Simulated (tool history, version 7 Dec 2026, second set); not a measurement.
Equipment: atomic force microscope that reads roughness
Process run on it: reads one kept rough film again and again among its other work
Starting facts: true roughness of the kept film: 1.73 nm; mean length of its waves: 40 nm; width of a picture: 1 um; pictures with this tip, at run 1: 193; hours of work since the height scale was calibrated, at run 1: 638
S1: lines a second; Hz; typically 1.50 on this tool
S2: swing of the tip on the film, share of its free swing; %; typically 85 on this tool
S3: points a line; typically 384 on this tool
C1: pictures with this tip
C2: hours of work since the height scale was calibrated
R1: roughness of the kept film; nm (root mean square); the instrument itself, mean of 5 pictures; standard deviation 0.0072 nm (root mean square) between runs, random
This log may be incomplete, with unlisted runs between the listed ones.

run	day	S1	S2	S3	C1	C2	R1
1	0.000	1.50	85	384	193	638	1.438
# day 0.529: new tip fitted
2	0.942	1.50	85	384	23	656	1.494
3	1.638	1.50	85	800	61	669	1.498
4	2.988	1.50	85	885	135	694	1.452
5	3.712	1.50	86	384	175	707	1.433
# day 4.600: new tip fitted
6	4.612	1.50	85	413	1	724	1.509
7	5.200	1.50	85	413	33	735	1.500
# day 5.325: height scale calibrated on a step standard
8	6.492	1.50	85	413	102	22	1.453
9	7.767	1.50	85	413	172	46	1.435
10	8.512	1.50	85	280	213	59	1.404
# day 8.700: new tip fitted
11	9.338	1.50	85	280	35	74	1.480
12	10.012	1.50	77	384	73	87	1.529
13	11.117	1.50	77	384	133	108	1.499
14	12.375	0.83	87	738	203	131	1.495
# day 12.762: new tip fitted
# day 13.300: height scale calibrated on a step standard, once more
15	13.750	1.12	88	440	52	8	1.508
16	14.675	1.12	88	440	103	26	1.485
17	15.633	0.56	79	542	156	43	1.562
18	16.500	1.37	68	259	203	60	1.517
# day 16.800: new tip fitted
19	17.933	3.09	85	732	62	86	1.337
20	18.625	1.89	62	413	100	99	1.556
21	19.362	1.89	62	413	141	113	1.544
22	20.346	0.53	85	359	195	131	1.525
# day 20.804: new tip fitted
23	21.646	0.53	85	359	46	155	1.591
24	22.267	0.53	85	703	81	166	1.586
25	23.079	1.50	84	384	125	182	1.466

Consider 4 possible next runs. They are alternatives, not a sequence: every one starts from the tool as it was left by run 25. What does each give?
A	23.888	1.77	84	510	170	197	?
B	23.888	1.50	67	293	170	197	?
C	23.888	1.15	84	384	170	197	?
D	23.888	1.50	73	384	170	197	?

run	R1
A	1.419
B	1.528
C	1.476
D	1.509
With the hidden condition removed and each run's random variation left untouched, the same runs would have given:
run	R1
A	1.483
B	1.596
C	1.542
D	1.577
